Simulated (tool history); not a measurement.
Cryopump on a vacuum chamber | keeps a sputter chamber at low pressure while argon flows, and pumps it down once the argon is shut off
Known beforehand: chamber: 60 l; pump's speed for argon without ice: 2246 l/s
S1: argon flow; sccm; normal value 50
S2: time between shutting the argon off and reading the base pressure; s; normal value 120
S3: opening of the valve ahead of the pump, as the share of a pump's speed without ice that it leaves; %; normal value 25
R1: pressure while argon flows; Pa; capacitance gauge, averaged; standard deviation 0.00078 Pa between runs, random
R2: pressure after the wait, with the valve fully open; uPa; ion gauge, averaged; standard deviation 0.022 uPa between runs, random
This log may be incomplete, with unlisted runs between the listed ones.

{"run": 1, "hour": 0.0, "S1": 50, "S2": 120, "S3": 25, "R1": 0.1577, "R2": 1.29}
{"run": 2, "hour": 29.3, "S1": 50, "S2": 120, "S3": 25, "R1": 0.1579, "R2": 1.32}
{"run": 3, "hour": 43.3, "S1": 50, "S2": 120, "S3": 25, "R1": 0.1576, "R2": 1.29}
{"run": 4, "hour": 57.4, "S1": 50, "S2": 120, "S3": 25, "R1": 0.1586, "R2": 1.35}
{"run": 5, "hour": 71.7, "S1": 50, "S2": 120, "S3": 25, "R1": 0.1561, "R2": 1.33}
{"run": 6, "hour": 96.4, "S1": 50, "S2": 120, "S3": 25, "R1": 0.1574, "R2": 1.32}
{"run": 7, "hour": 126.6, "S1": 50, "S2": 120, "S3": 25, "R1": 0.1572, "R2": 1.38}
{"run": 8, "hour": 143.5, "S1": 26, "S2": 120, "S3": 25, "R1": 0.0834, "R2": 1.34}
{"run": 9, "hour": 164.7, "S1": 26, "S2": 120, "S3": 25, "R1": 0.0818, "R2": 1.39}
{"run": 10, "hour": 197.1, "S1": 50, "S2": 120, "S3": 25, "R1": 0.161, "R2": 1.41}
{"run": 11, "hour": 221.2, "S1": 50, "S2": 120, "S3": 25, "R1": 0.1596, "R2": 1.45}
{"run": 12, "hour": 237.2, "S1": 91, "S2": 23, "S3": 34, "R1": 0.2198, "R2": 3.55}
{"run": 13, "hour": 254.8, "S1": 91, "S2": 23, "S3": 34, "R1": 0.2198, "R2": 3.69}
{"run": 14, "hour": 279.3, "S1": 29, "S2": 178, "S3": 22, "R1": 0.1046, "R2": 1.3}
{"run": 15, "hour": 304.1, "S1": 63, "S2": 21, "S3": 35, "R1": 0.1472, "R2": 3.92}
{"run": 16, "hour": 334.5, "S1": 67, "S2": 167, "S3": 26, "R1": 0.2085, "R2": 1.37}
{"run": 17, "hour": 361.5, "S1": 67, "S2": 167, "S3": 26, "R1": 0.208, "R2": 1.36}
{"run": 18, "hour": 385.2, "S1": 38, "S2": 39, "S3": 17, "R1": 0.1786, "R2": 2.63}
{"run": 19, "hour": 401.5, "S1": 24, "S2": 39, "S3": 17, "R1": 0.1118, "R2": 2.68}
{"run": 20, "hour": 434.3, "S1": 24, "S2": 39, "S3": 17, "R1": 0.1124, "R2": 2.6}

How would selected steps in R1 from run to run divide? Give the signed amount a tool lacking its hidden state would still show from settings, what came in and random variation, and the signed amount left for the hidden state, including any gauge scatter that is not in both of the compared results.
Hidden conditions of the tool in this case: pump's speed, % of a pump's without ice; cold plate's temperature, K; leak into the chamber, uPa l/s; drift of the gauge itself on working_pa, %; drift of the gauge itself on base_upa, %.
Run 9 -> 10: S1 26 -> 50. R1 +0.0792 Pa: hidden state +0.0045, all else +0.0747.
Run 11 -> 12: S1 50 -> 91, S2 120 -> 23, S3 25 -> 34. R1 +0.0602 Pa: hidden state +0.0081, all else +0.0521.
Run 13 -> 14: S1 91 -> 29, S2 23 -> 178, S3 34 -> 22. R1 -0.1152 Pa: hidden state -0.0118, all else -0.1034.

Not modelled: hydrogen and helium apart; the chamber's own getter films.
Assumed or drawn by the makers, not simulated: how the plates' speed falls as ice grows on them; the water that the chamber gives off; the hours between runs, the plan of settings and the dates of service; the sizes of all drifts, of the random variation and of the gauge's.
